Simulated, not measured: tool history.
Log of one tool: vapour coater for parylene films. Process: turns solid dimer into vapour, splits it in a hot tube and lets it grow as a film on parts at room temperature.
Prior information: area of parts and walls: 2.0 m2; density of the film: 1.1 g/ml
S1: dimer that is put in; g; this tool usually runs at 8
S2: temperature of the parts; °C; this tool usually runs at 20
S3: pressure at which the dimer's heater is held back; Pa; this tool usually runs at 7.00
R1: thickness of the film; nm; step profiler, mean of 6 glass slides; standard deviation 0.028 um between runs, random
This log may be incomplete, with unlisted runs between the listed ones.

{"run": 1, "hour": 0.0, "S1": 8, "S2": 20, "S3": 7.0, "R1": 2220}
{"run": 2, "hour": 15.4, "S1": 8, "S2": 20, "S3": 7.0, "R1": 2160}
{"run": 3, "hour": 25.2, "S1": 8, "S2": 20, "S3": 3.15, "R1": 2300}
{"run": 4, "hour": 39.3, "S1": 8, "S2": 20, "S3": 3.15, "R1": 2310}
{"hour": 47.8, "done": "trap's valve overhauled"}
{"run": 5, "hour": 54.9, "S1": 8, "S2": 20, "S3": 3.15, "R1": 2640}
{"run": 6, "hour": 65.5, "S1": 8, "S2": 20, "S3": 7.0, "R1": 2490}
{"run": 7, "hour": 75.6, "S1": 8, "S2": 20, "S3": 7.0, "R1": 2520}
{"run": 8, "hour": 86.2, "S1": 8, "S2": 20, "S3": 7.0, "R1": 2460}
{"run": 9, "hour": 100.2, "S1": 8, "S2": 20, "S3": 7.0, "R1": 2490}
{"run": 10, "hour": 111.1, "S1": 8, "S2": 20, "S3": 7.0, "R1": 2410}
{"run": 11, "hour": 121.2, "S1": 8, "S2": 20, "S3": 7.0, "R1": 2500}
{"run": 12, "hour": 130.9, "S1": 8, "S2": 20, "S3": 7.0, "R1": 2450}
{"run": 13, "hour": 145.5, "S1": 8, "S2": 20, "S3": 7.0, "R1": 2460}
{"run": 14, "hour": 155.4, "S1": 8, "S2": 20, "S3": 7.0, "R1": 2420}
{"run": 15, "hour": 163.3, "S1": 8, "S2": 20, "S3": 7.0, "R1": 2420}
{"run": 16, "hour": 178.9, "S1": 8, "S2": 20, "S3": 7.0, "R1": 2400}
{"run": 17, "hour": 193.0, "S1": 8, "S2": 20, "S3": 7.0, "R1": 2350}
{"run": 18, "hour": 204.6, "S1": 9, "S2": 20, "S3": 7.0, "R1": 2690}
{"run": 19, "hour": 214.4, "S1": 8, "S2": 20, "S3": 7.0, "R1": 2390}
{"run": 20, "hour": 228.8, "S1": 8, "S2": 20, "S3": 7.0, "R1": 2370}
{"run": 21, "hour": 241.9, "S1": 5, "S2": 20, "S3": 7.0, "R1": 1440}
{"run": 22, "hour": 250.8, "S1": 8, "S2": 20, "S3": 11.83, "R1": 2240}
{"run": 23, "hour": 258.1, "S1": 3, "S2": 13, "S3": 5.16, "R1": 1020}
{"run": 24, "hour": 267.5, "S1": 3, "S2": 13, "S3": 5.16, "R1": 1080}
{"run": 25, "hour": 275.2, "S1": 3, "S2": 13, "S3": 5.16, "R1": 1020}
{"run": 26, "hour": 287.9, "S1": 5, "S2": 20, "S3": 7.0, "R1": 1480}
{"run": 27, "hour": 302.7, "S1": 5, "S2": 20, "S3": 7.0, "R1": 1430}
{"run": 28, "hour": 309.6, "S1": 8, "S2": 17, "S3": 6.03, "R1": 2480}
{"run": 29, "hour": 320.1, "S1": 6, "S2": 28, "S3": 7.0, "R1": 1480}
{"run": 30, "hour": 327.0, "S1": 6, "S2": 29, "S3": 7.01, "R1": 1480}
{"run": 31, "hour": 334.1, "S1": 6, "S2": 29, "S3": 7.01, "R1": 1450}
{"run": 32, "hour": 340.7, "S1": 6, "S2": 29, "S3": 4.98, "R1": 1520}
{"run": 33, "hour": 353.2, "S1": 6, "S2": 29, "S3": 4.98, "R1": 1460}
{"run": 34, "hour": 361.3, "S1": 6, "S2": 19, "S3": 8.44, "R1": 1740}
{"run": 35, "hour": 368.4, "S1": 10, "S2": 16, "S3": 8.44, "R1": 3030}
{"run": 36, "hour": 383.5, "S1": 10, "S2": 16, "S3": 8.44, "R1": 3040}
{"run": 37, "hour": 398.6, "S1": 3, "S2": 22, "S3": 6.64, "R1": 820}
{"run": 38, "hour": 405.1, "S1": 7, "S2": 17, "S3": 5.95, "R1": 2130}
{"run": 39, "hour": 413.5, "S1": 8, "S2": 20, "S3": 3.94, "R1": 2330}
{"run": 40, "hour": 420.2, "S1": 8, "S2": 20, "S3": 3.94, "R1": 2330}
{"run": 41, "hour": 434.9, "S1": 8, "S2": 20, "S3": 2.09, "R1": 2410}
{"run": 42, "hour": 442.9, "S1": 8, "S2": 20, "S3": 7.0, "R1": 2210}
{"hour": 452.4, "done": "trap's valve overhauled"}
{"run": 43, "hour": 456.3, "S1": 14, "S2": 13, "S3": 5.23, "R1": 5260}

What if the next run were any one of these 4? Each begins from the tool's condition after run 43:
{"run": "A", "hour": 469.3, "S1": 5, "S2": 20, "S3": 5.34, "R1": "?"}
{"run": "B", "hour": 469.3, "S1": 14, "S2": 13, "S3": 11.68, "R1": "?"}
{"run": "C", "hour": 469.3, "S1": 14, "S2": 29, "S3": 2.18, "R1": "?"}
{"run": "D", "hour": 469.3, "S1": 14, "S2": 13, "S3": 8.11, "R1": "?"}

run=A R1=1590
run=B R1=4850
run=C R1=3990
run=D R1=4990
Without the tool's unlogged condition, the same runs would have read:
run=A R1=1590
run=B R1=4850
run=C R1=3990
run=D R1=4980
